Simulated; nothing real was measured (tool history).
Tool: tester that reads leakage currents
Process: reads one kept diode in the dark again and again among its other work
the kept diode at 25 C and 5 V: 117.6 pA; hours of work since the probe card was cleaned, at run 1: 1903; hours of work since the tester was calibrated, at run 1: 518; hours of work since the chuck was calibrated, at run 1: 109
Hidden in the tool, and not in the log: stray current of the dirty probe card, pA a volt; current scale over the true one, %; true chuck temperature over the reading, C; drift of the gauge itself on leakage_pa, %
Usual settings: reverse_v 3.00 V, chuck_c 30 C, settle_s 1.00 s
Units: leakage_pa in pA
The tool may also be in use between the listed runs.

run	hour	reverse_v	chuck_c	settle_s	hours of work since the probe card was cleaned	hours of work since the tester was calibrated	hours of work since the chuck was calibrated	leakage_pa
1	0.0	3.00	30	1.00	1903	518	109	139.71
2	41.9	3.00	30	1.00	1926	542	132	140.64
3	109.0	3.00	30	1.00	1963	579	169	139.87
4	185.2	3.00	30	1.00	2006	621	211	139.57
5	218.9	3.00	30	1.00	2024	639	229	139.42
6	260.6	3.00	30	1.00	2047	662	252	138.78
7	325.8	3.00	30	1.00	2083	698	288	138.48
8	385.9	3.00	30	1.00	2116	731	321	137.79
# hour 392.2: probe card cleaned and baked
9	436.4	18.13	47	0.50	24	758	348	972.46
10	492.8	1.52	26	3.98	56	789	379	76.54
11	565.7	6.50	25	3.20	96	829	419	136.99
12	599.9	5.47	23	1.00	115	848	438	110.49
13	635.2	3.00	30	4.54	134	867	457	136.90
14	696.9	3.00	27	1.84	168	901	491	110.61
15	771.7	3.00	53	1.58	209	943	533	647.81
# hour 785.9: probe card cleaned and baked, once more
16	839.3	4.42	54	1.00	29	978	568	804.91

5 ways to go on from here, each from the tool as it stands after run 16. What would each give?
A	901.2	4.42	33	1.00	64	1012	603	?
B	901.2	9.32	57	1.00	64	1012	603	?
C	901.2	2.62	30	0.65	64	1012	603	?
D	901.2	4.42	26	1.00	64	1012	603	?
E	901.2	5.66	54	1.00	64	1012	603	?

run	leakage_pa
A	193.26
B	1318.66
C	125.27
D	116.08
E	887.53
Without the tool's hidden state the same runs would have given:
run	leakage_pa
A	203.74
B	1379.96
C	132.19
D	122.61
E	929.67
